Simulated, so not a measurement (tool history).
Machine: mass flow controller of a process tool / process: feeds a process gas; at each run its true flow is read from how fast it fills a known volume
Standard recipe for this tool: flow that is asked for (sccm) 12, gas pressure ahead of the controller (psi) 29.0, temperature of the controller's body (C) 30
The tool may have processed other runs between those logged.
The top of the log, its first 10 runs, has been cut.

run	hour	flow that is asked for (sccm)	gas pressure ahead of the controller (psi)	temperature of the controller's body (C)	true flow (%)
11	2099.3	11	29.0	30	98.88
12	2301.2	11	29.0	30	98.83
13	2569.3	3	29.0	30	97.69
14	2728.2	12	29.0	30	99.15
15	2911.8	12	29.0	30	98.97
16	3049.6	12	29.0	30	98.97
17	3181.2	12	29.0	30	99.05
18	3364.8	12	29.0	30	99.02
19	3597.7	10	30.0	30	98.77
20	3828.8	8	22.0	30	98.17
21	4053.6	9	26.4	24	98.29
22	4304.5	2	26.4	38	97.71
23	4460.8	2	26.4	25	97.31
24	4696.7	2	26.4	25	97.25
25	4822.7	6	20.5	24	97.48
26	4948.0	12	20.7	24	98.45
27	5066.5	12	20.7	24	98.36
28	5218.0	12	20.7	24	98.53
29	5468.1	12	20.7	24	98.41
30	5684.7	4	22.9	23	97.33
# hour 5754.7: controller's zero set anew
31	5807.5	4	38.1	26	98.27
32	5969.2	5	35.2	32	98.45
33	6119.4	4	25.4	21	97.37
34	6369.7	17	25.5	21	99.16

Consider 4 possible next runs. They are alternatives, not a sequence: every one starts from the tool as it was left by run 34. What does each give?
A	6637.3	12	28.4	37	?
B	6637.3	15	21.2	30	?
C	6637.3	4	29.0	23	?
D	6637.3	6	37.3	25	?

run	true flow (%)
A	99.34
B	99.17
C	97.56
D	98.33
Without the tool's hidden state the same runs would have given:
run	true flow (%)
A	99.33
B	99.16
C	97.55
D	98.32
